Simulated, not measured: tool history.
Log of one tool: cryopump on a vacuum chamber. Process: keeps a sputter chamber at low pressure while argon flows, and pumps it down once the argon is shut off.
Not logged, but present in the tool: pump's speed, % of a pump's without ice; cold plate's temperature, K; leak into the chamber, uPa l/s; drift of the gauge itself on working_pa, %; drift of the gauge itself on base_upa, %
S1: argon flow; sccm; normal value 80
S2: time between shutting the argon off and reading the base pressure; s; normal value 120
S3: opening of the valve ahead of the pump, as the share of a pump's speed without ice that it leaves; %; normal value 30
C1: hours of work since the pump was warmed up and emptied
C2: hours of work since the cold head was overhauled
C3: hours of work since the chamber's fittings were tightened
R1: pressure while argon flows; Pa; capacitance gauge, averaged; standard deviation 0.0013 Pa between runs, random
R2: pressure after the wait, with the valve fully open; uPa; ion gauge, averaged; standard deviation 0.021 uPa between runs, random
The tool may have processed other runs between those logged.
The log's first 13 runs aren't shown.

run	hour	S1	S2	S3	C1	C2	C3	R1	R2
14	193.2	36	120	30	133	133	1446	0.1304	0.91
15	210.3	36	120	30	140	140	1453	0.1309	0.96
16	230.4	80	234	30	148	148	1461	0.2942	0.79
17	250.5	80	234	30	157	157	1469	0.2952	0.74
18	259.7	80	234	30	160	160	1473	0.2948	0.74
19	273.3	57	39	25	166	166	1479	0.2504	1.55
20	293.6	57	39	25	174	174	1487	0.2504	1.54
21	309.1	80	186	34	180	180	1493	0.2589	0.81
22	317.8	80	186	34	184	184	1497	0.2602	0.81
23	328.0	80	157	31	188	188	1501	0.2864	0.86
24	345.9	111	83	31	195	195	1508	0.4003	1.08
25	365.0	48	83	50	203	203	1516	0.1079	1.06
26	378.8	83	40	35	209	209	1521	0.2648	1.51
27	397.0	33	21	48	216	216	1529	0.0776	2.43
28	406.3	33	21	48	220	220	1533	0.0770	2.43
29	419.1	33	21	48	225	225	1538	0.0772	2.44
30	432.8	80	51	30	231	231	1543	0.2967	1.39
31	443.6	35	24	31	235	235	1548	0.1257	2.23
32	461.3	35	24	31	242	242	1555	0.1245	2.20
33	470.2	114	24	31	246	246	1559	0.4092	2.23
34	480.8	114	24	31	250	250	1563	0.4074	2.15

Branching from run 34: 3 alternative next runs. What would each branch give?
A	496.0	114	49	26	256	256	1569	?	?
B	496.0	129	35	29	256	256	1569	?	?
C	496.0	114	24	44	256	256	1569	?	?

run	R1	R2
A	0.4872	1.44
B	0.5015	1.69
C	0.2933	2.22
Without the tool's hidden state the same runs would have given:
run	R1	R2
A	0.4763	0.99
B	0.4889	1.25
C	0.2824	1.78
